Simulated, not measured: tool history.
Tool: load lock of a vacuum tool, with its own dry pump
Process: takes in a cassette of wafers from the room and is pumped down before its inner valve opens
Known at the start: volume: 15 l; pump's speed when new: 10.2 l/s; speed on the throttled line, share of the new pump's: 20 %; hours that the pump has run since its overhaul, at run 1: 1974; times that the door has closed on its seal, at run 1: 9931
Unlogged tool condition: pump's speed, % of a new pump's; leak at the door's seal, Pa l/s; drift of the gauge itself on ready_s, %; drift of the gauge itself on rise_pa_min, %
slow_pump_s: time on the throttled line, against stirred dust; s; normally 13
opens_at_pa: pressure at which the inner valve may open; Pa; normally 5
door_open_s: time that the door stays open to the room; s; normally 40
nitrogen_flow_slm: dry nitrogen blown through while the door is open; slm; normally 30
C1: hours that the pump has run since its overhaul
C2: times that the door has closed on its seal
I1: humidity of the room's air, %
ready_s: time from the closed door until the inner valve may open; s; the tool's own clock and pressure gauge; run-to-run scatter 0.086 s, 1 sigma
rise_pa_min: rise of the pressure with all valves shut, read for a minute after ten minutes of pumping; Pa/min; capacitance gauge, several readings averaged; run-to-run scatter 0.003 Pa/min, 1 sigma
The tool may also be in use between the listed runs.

{"run": 1, "hour": 0.0, "slow_pump_s": 13, "opens_at_pa": 5, "door_open_s": 40, "nitrogen_flow_slm": 30, "C1": 1974, "C2": 9931, "I1": 42.7, "ready_s": 25.56, "rise_pa_min": 0.066}
{"run": 2, "hour": 295.8, "slow_pump_s": 13, "opens_at_pa": 5, "door_open_s": 40, "nitrogen_flow_slm": 30, "C1": 2269, "C2": 10538, "I1": 43.0, "ready_s": 25.63, "rise_pa_min": 0.059}
{"run": 3, "hour": 537.7, "slow_pump_s": 13, "opens_at_pa": 5, "door_open_s": 40, "nitrogen_flow_slm": 30, "C1": 2511, "C2": 11034, "I1": 41.1, "ready_s": 25.72, "rise_pa_min": 0.072}
{"run": 4, "hour": 686.6, "slow_pump_s": 13, "opens_at_pa": 5, "door_open_s": 40, "nitrogen_flow_slm": 30, "C1": 2660, "C2": 11339, "I1": 45.9, "ready_s": 25.69, "rise_pa_min": 0.071}
{"run": 5, "hour": 962.0, "slow_pump_s": 13, "opens_at_pa": 5, "door_open_s": 40, "nitrogen_flow_slm": 30, "C1": 2936, "C2": 11905, "I1": 46.3, "ready_s": 25.72, "rise_pa_min": 0.073}
{"run": 6, "hour": 1225.4, "slow_pump_s": 13, "opens_at_pa": 5, "door_open_s": 40, "nitrogen_flow_slm": 30, "C1": 3199, "C2": 12445, "I1": 46.6, "ready_s": 25.69, "rise_pa_min": 0.079}
{"run": 7, "hour": 1467.7, "slow_pump_s": 13, "opens_at_pa": 5, "door_open_s": 190, "nitrogen_flow_slm": 30, "C1": 3441, "C2": 12942, "I1": 47.3, "ready_s": 26.04, "rise_pa_min": 0.147}
{"run": 8, "hour": 1793.0, "slow_pump_s": 14, "opens_at_pa": 5, "door_open_s": 190, "nitrogen_flow_slm": 30, "C1": 3767, "C2": 13609, "I1": 43.1, "ready_s": 26.64, "rise_pa_min": 0.142}
{"run": 9, "hour": 2084.3, "slow_pump_s": 14, "opens_at_pa": 5, "door_open_s": 190, "nitrogen_flow_slm": 30, "C1": 4058, "C2": 14207, "I1": 42.9, "ready_s": 26.53, "rise_pa_min": 0.142}
{"run": 10, "hour": 2357.1, "slow_pump_s": 14, "opens_at_pa": 5, "door_open_s": 190, "nitrogen_flow_slm": 30, "C1": 4331, "C2": 14767, "I1": 45.7, "ready_s": 26.86, "rise_pa_min": 0.153}
{"run": 11, "hour": 2673.7, "slow_pump_s": 14, "opens_at_pa": 5, "door_open_s": 190, "nitrogen_flow_slm": 30, "C1": 4647, "C2": 15417, "I1": 45.3, "ready_s": 26.89, "rise_pa_min": 0.158}
{"run": 12, "hour": 2887.8, "slow_pump_s": 13, "opens_at_pa": 5, "door_open_s": 40, "nitrogen_flow_slm": 30, "C1": 4861, "C2": 15856, "I1": 45.3, "ready_s": 26.04, "rise_pa_min": 0.082}
{"run": 13, "hour": 3097.3, "slow_pump_s": 13, "opens_at_pa": 5, "door_open_s": 40, "nitrogen_flow_slm": 30, "C1": 5071, "C2": 16286, "I1": 45.6, "ready_s": 26.06, "rise_pa_min": 0.09}
{"run": 14, "hour": 3249.2, "slow_pump_s": 13, "opens_at_pa": 5, "door_open_s": 40, "nitrogen_flow_slm": 30, "C1": 5223, "C2": 16597, "I1": 45.4, "ready_s": 26.07, "rise_pa_min": 0.09}
{"run": 15, "hour": 3397.4, "slow_pump_s": 13, "opens_at_pa": 5, "door_open_s": 27, "nitrogen_flow_slm": 30, "C1": 5371, "C2": 16901, "I1": 41.5, "ready_s": 26.18, "rise_pa_min": 0.081}
{"run": 16, "hour": 3691.2, "slow_pump_s": 13, "opens_at_pa": 5, "door_open_s": 40, "nitrogen_flow_slm": 30, "C1": 5665, "C2": 17504, "I1": 42.8, "ready_s": 26.19, "rise_pa_min": 0.09}
{"run": 17, "hour": 3949.5, "slow_pump_s": 6, "opens_at_pa": 5, "door_open_s": 40, "nitrogen_flow_slm": 30, "C1": 5923, "C2": 18034, "I1": 40.8, "ready_s": 20.72, "rise_pa_min": 0.09}
{"run": 18, "hour": 4197.8, "slow_pump_s": 6, "opens_at_pa": 5, "door_open_s": 40, "nitrogen_flow_slm": 30, "C1": 6171, "C2": 18543, "I1": 46.5, "ready_s": 20.8, "rise_pa_min": 0.106}
{"run": 19, "hour": 4488.3, "slow_pump_s": 6, "opens_at_pa": 5, "door_open_s": 40, "nitrogen_flow_slm": 30, "C1": 6462, "C2": 19139, "I1": 47.2, "ready_s": 20.7, "rise_pa_min": 0.105}
{"run": 20, "hour": 4679.4, "slow_pump_s": 13, "opens_at_pa": 5, "door_open_s": 31, "nitrogen_flow_slm": 30, "C1": 6653, "C2": 19532, "I1": 47.8, "ready_s": 26.41, "rise_pa_min": 0.098}
{"run": 21, "hour": 4865.8, "slow_pump_s": 12, "opens_at_pa": 5, "door_open_s": 40, "nitrogen_flow_slm": 15, "C1": 6839, "C2": 19914, "I1": 44.4, "ready_s": 25.66, "rise_pa_min": 0.114}
{"run": 22, "hour": 5107.1, "slow_pump_s": 13, "opens_at_pa": 5, "door_open_s": 186, "nitrogen_flow_slm": 30, "C1": 7081, "C2": 20409, "I1": 46.1, "ready_s": 26.34, "rise_pa_min": 0.178}
{"run": 23, "hour": 5267.3, "slow_pump_s": 10, "opens_at_pa": 5, "door_open_s": 40, "nitrogen_flow_slm": 30, "C1": 7241, "C2": 20738, "I1": 43.4, "ready_s": 24.02, "rise_pa_min": 0.111}
{"run": 24, "hour": 5464.8, "slow_pump_s": 15, "opens_at_pa": 6, "door_open_s": 40, "nitrogen_flow_slm": 30, "C1": 7438, "C2": 21143, "I1": 45.9, "ready_s": 27.77, "rise_pa_min": 0.114}
{"run": 25, "hour": 5770.1, "slow_pump_s": 15, "opens_at_pa": 6, "door_open_s": 40, "nitrogen_flow_slm": 30, "C1": 7744, "C2": 21769, "I1": 43.2, "ready_s": 27.7, "rise_pa_min": 0.117}
{"run": 26, "hour": 6009.0, "slow_pump_s": 15, "opens_at_pa": 6, "door_open_s": 40, "nitrogen_flow_slm": 30, "C1": 7983, "C2": 22260, "I1": 47.3, "ready_s": 27.75, "rise_pa_min": 0.118}
{"run": 27, "hour": 6336.2, "slow_pump_s": 7, "opens_at_pa": 5, "door_open_s": 40, "nitrogen_flow_slm": 17, "C1": 8310, "C2": 22931, "I1": 45.5, "ready_s": 21.88, "rise_pa_min": 0.133}
{"run": 28, "hour": 6648.6, "slow_pump_s": 7, "opens_at_pa": 5, "door_open_s": 36, "nitrogen_flow_slm": 17, "C1": 8622, "C2": 23572, "I1": 43.8, "ready_s": 21.94, "rise_pa_min": 0.125}
{"run": 29, "hour": 6876.8, "slow_pump_s": 7, "opens_at_pa": 5, "door_open_s": 36, "nitrogen_flow_slm": 17, "C1": 8850, "C2": 24040, "I1": 43.2, "ready_s": 22.1, "rise_pa_min": 0.133}
{"run": 30, "hour": 7022.8, "slow_pump_s": 15, "opens_at_pa": 6, "door_open_s": 62, "nitrogen_flow_slm": 30, "C1": 8996, "C2": 24340, "I1": 46.9, "ready_s": 27.95, "rise_pa_min": 0.142}
{"run": 31, "hour": 7196.4, "slow_pump_s": 15, "opens_at_pa": 5, "door_open_s": 132, "nitrogen_flow_slm": 30, "C1": 9170, "C2": 24696, "I1": 44.0, "ready_s": 28.28, "rise_pa_min": 0.168}
{"run": 32, "hour": 7334.4, "slow_pump_s": 8, "opens_at_pa": 5, "door_open_s": 40, "nitrogen_flow_slm": 24, "C1": 9308, "C2": 24979, "I1": 46.7, "ready_s": 22.89, "rise_pa_min": 0.137}

The next listed run, before its measurement:
{"run": 33, "hour": 7612.6, "slow_pump_s": 11, "opens_at_pa": 5, "door_open_s": 40, "nitrogen_flow_slm": 42, "C1": 9586, "C2": 25550, "I1": 43.3, "ready_s": "?", "rise_pa_min": "?"}

ready_s: 25.28 s
rise_pa_min: 0.120 Pa/min
Take away the tool's hidden state, keep the run-to-run variation as it was, and the same run would have given ready_s 23.60 s, rise_pa_min 0.030 Pa/min.
